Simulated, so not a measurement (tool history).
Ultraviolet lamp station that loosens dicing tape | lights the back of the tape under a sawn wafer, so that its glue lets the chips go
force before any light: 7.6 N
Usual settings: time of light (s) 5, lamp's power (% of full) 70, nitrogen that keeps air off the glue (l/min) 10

| run | hour | time of light (s) | lamp's power (% of full) | nitrogen that keeps air off the glue (l/min) | force that peels the tape off (N) | light that reached the tape (J/m2) |
|---|---|---|---|---|---|---|
| 1 | 0.0 | 5 | 70 | 10 | 0.664 | 4830 |
| 2 | 18.9 | 5 | 70 | 10 | 0.676 | 4880 |
| 3 | 53.2 | 5 | 87 | 10 | 0.390 | 6030 |
| 4 | 84.9 | 5 | 70 | 10 | 0.656 | 4850 |
| 5 | 113.6 | 5 | 70 | 8 | 0.749 | 4910 |
| 6 | 136.1 | 5 | 70 | 8 | 0.771 | 4850 |
| 7 | 172.5 | 5 | 70 | 10 | 0.660 | 4920 |
| 8 | 208.2 | 5 | 70 | 10 | 0.620 | 4880 |
| 9 | 225.9 | 5 | 70 | 10 | 0.663 | 4850 |
| 10 | 244.1 | 5 | 70 | 10 | 0.679 | 4830 |
| 11 | 280.3 | 5 | 81 | 10 | 0.473 | 5660 |
| 12 | 299.1 | 5 | 81 | 10 | 0.461 | 5660 |
| 13 | 322.0 | 5 | 81 | 10 | 0.469 | 5670 |
| 14 | 352.1 | 5 | 70 | 10 | 0.650 | 4880 |
| 15 | 382.8 | 5 | 70 | 10 | 0.683 | 4900 |
| 16 | 417.5 | 3 | 70 | 10 | 1.654 | 2910 |
| 17 | 448.3 | 5 | 70 | 3 | 1.443 | 4870 |
| 18 | 473.9 | 5 | 70 | 10 | 0.656 | 4870 |
| 19 | 497.5 | 5 | 70 | 10 | 0.643 | 4950 |
| 20 | 530.5 | 5 | 71 | 10 | 0.641 | 4930 |
| 21 | 550.6 | 5 | 75 | 10 | 0.559 | 5230 |
| 22 | 585.9 | 5 | 70 | 10 | 0.642 | 4860 |
| 23 | 617.0 | 5 | 87 | 16 | 0.299 | 6100 |
| 24 | 646.9 | 9 | 70 | 10 | 0.209 | 8750 |
| 25 | 667.9 | 9 | 70 | 10 | 0.200 | 8830 |
| 26 | 701.5 | 9 | 86 | 10 | 0.173 | 10830 |
| 27 | 724.8 | 9 | 86 | 10 | 0.169 | 10870 |
| 28 | 753.9 | 4 | 82 | 14 | 0.615 | 4550 |
| 29 | 777.7 | 3 | 70 | 18 | 1.258 | 2910 |
| 30 | 811.5 | 6 | 92 | 10 | 0.251 | 7700 |
| 31 | 840.2 | 4 | 62 | 6 | 1.671 | 3420 |
| 32 | 868.4 | 9 | 69 | 6 | 0.287 | 8670 |
| 33 | 897.7 | 3 | 61 | 7 | 2.285 | 2550 |
| 34 | 914.1 | 7 | 75 | 5 | 0.441 | 7340 |
| 35 | 941.1 | 4 | 81 | 11 | 0.713 | 4520 |
| 36 | 963.2 | 2 | 77 | 6 | 2.870 | 2160 |
| 37 | 983.2 | 3 | 76 | 16 | 1.168 | 3180 |
| 38 | 1004.6 | 3 | 76 | 16 | 1.152 | 3160 |
| 39 | 1037.0 | 9 | 96 | 3 | 0.238 | 11990 |
| 40 | 1052.2 | 5 | 94 | 12 | 0.310 | 6590 |
| 41 | 1085.7 | 5 | 94 | 12 | 0.310 | 6530 |
| 42 | 1108.7 | 2 | 71 | 8 | 2.986 | 2010 |
| 43 | 1134.8 | 2 | 71 | 8 | 2.800 | 1980 |

Taken out of this log: 1 entry between the listed runs. Where each belongs, and how the hidden state differs across it:
Between runs 15 and 16: window cleaned of glue's vapour (hour 394.5)
  light that the window lets through, % of a clean one's: 99.9 -> 100
  measured less the result without the state, light that reached the tape (J/m2): -20 -> -10
